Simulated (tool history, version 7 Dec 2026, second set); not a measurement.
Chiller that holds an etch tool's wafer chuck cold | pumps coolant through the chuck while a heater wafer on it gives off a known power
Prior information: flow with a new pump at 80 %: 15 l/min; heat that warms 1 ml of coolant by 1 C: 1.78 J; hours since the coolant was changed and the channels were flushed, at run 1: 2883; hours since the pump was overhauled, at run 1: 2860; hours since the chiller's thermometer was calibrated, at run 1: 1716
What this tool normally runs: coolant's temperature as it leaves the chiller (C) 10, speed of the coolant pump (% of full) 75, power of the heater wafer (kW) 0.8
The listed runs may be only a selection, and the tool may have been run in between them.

run	hour	coolant's temperature as it leaves the chiller (C)	speed of the coolant pump (% of full)	power of the heater wafer (kW)	hours since the coolant was changed and the channels were flushed	hours since the pump was overhauled	hours since the chiller's thermometer was calibrated	chuck's temperature once it has settled (C)	how much warmer the coolant comes back (C)
1	0	10	75	0.8	2883	2860	1716	18.3	2.04
2	62.4	10	75	0.8	2946	2922	1779	18.3	2.03
3	109.6	10	75	0.8	2993	2969	1826	18.3	2.09
4	168.7	16	75	0.8	3052	3028	1885	24.3	2.06
5	236.7	16	75	0.8	3120	3096	1953	24.4	2.07
6	271.1	16	75	0.8	3154	3131	1988	24.3	2.07
7	315.6	10	76	0.8	3199	3175	2032	18.3	2.02
8	374.5	10	75	0.8	3258	3234	2091	18.4	2.05
9	410.1	10	75	0.8	3293	3270	2127	18.5	2.1
10	468.7	10	75	0.8	3352	3328	2185	18.3	2.05
11	514.1	10	75	0.8	3397	3374	2231	18.4	2.07
12	565.8	10	75	0.8	3449	3426	2282	18.6	2.12
13	634.2	10	96	0.8	3518	3494	2351	17.2	1.64
14	676.5	10	75	0.8	3560	3536	2393	18.6	2.06
15	724.9	10	75	0.8	3608	3585	2441	18.6	2.11
# hour 734.9: coolant pump overhauled
16	792.7	10	75	0.8	3671	58	2504	18.9	2.15
17	825.6	10	75	0.8	3704	91	2537	19.1	2.16
18	866.4	10	75	0.8	3745	131	2578	18.9	2.16
19	931.8	4	76	0.8	3810	197	2643	13	2.12
20	972.5	4	82	0.8	3851	238	2684	12.3	1.95
21	1004.4	11	75	1.182	3883	269	2716	24	3.17
# hour 1024.8: coolant pump overhauled, once more
22	1046.4	10	75	0.543	3920	22	2753	15.8	1.35
23	1114.1	10	75	0.703	3987	89	2821	17.5	1.68
24	1177.7	10	75	0.703	4051	153	2884	17.4	1.66
25	1240.5	10	66	0.8	4114	216	2947	19.4	2.21
26	1302.9	2	66	0.8	4176	278	3009	11.4	2.24
# hour 1324.9: chiller's thermometer calibrated
27	1373.7	17	96	0.693	4246	348	49	22.7	1.25
28	1433.9	16	81	0.8	4306	408	109	23.6	1.81
29	1494.4	6	98	0.491	4367	469	170	10	0.86
30	1530.4	6	98	0.491	4403	505	205	10	0.98
31	1581.3	10	74	0.997	4454	555	256	20.1	2.51
32	1647.9	10	74	0.997	4520	622	323	20.3	2.47

Selected run-to-run steps in chuck's temperature once it has settled (C), each split into two signed amounts: the part the tool would show with no hidden state at all (from settings, incoming material and random variation), and the remainder, which goes to the hidden state together with any gauge scatter not common to the measured and the hidden-state-free results:
The tool's hidden condition here consists of: heat passed by the chuck's channels, % of clean ones'; flow at a given pump speed, % of a new pump's; coolant's true temperature over the reading, C; drift of the gauge itself on chuck_c, C; drift of the gauge itself on warmer_back_c, C.
Run 20 -> 21: coolant's temperature as it leaves the chiller (C) 4 -> 11, speed of the coolant pump (% of full) 82 -> 75, power of the heater wafer (kW) 0.8 -> 1.182. chuck's temperature once it has settled (C) +11.7: hidden state +0.9, all else +10.8.
Run 21 -> 22: coolant's temperature as it leaves the chiller (C) 11 -> 10, power of the heater wafer (kW) 1.182 -> 0.543, coolant pump overhauled, once more. chuck's temperature once it has settled (C) -8.2: hidden state -1.7, all else -6.5.
Run 26 -> 27: coolant's temperature as it leaves the chiller (C) 2 -> 17, speed of the coolant pump (% of full) 66 -> 96, power of the heater wafer (kW) 0.8 -> 0.693, chiller's thermometer calibrated. chuck's temperature once it has settled (C) +11.3: hidden state -0.8, all else +12.1.
Run 28 -> 29: coolant's temperature as it leaves the chiller (C) 16 -> 6, speed of the coolant pump (% of full) 81 -> 98, power of the heater wafer (kW) 0.8 -> 0.491. chuck's temperature once it has settled (C) -13.6: hidden state -0.5, all else -13.1.
Run 30 -> 31: coolant's temperature as it leaves the chiller (C) 6 -> 10, speed of the coolant pump (% of full) 98 -> 74, power of the heater wafer (kW) 0.491 -> 0.997. chuck's temperature once it has settled (C) +10.1: hidden state +0.9, all else +9.2.

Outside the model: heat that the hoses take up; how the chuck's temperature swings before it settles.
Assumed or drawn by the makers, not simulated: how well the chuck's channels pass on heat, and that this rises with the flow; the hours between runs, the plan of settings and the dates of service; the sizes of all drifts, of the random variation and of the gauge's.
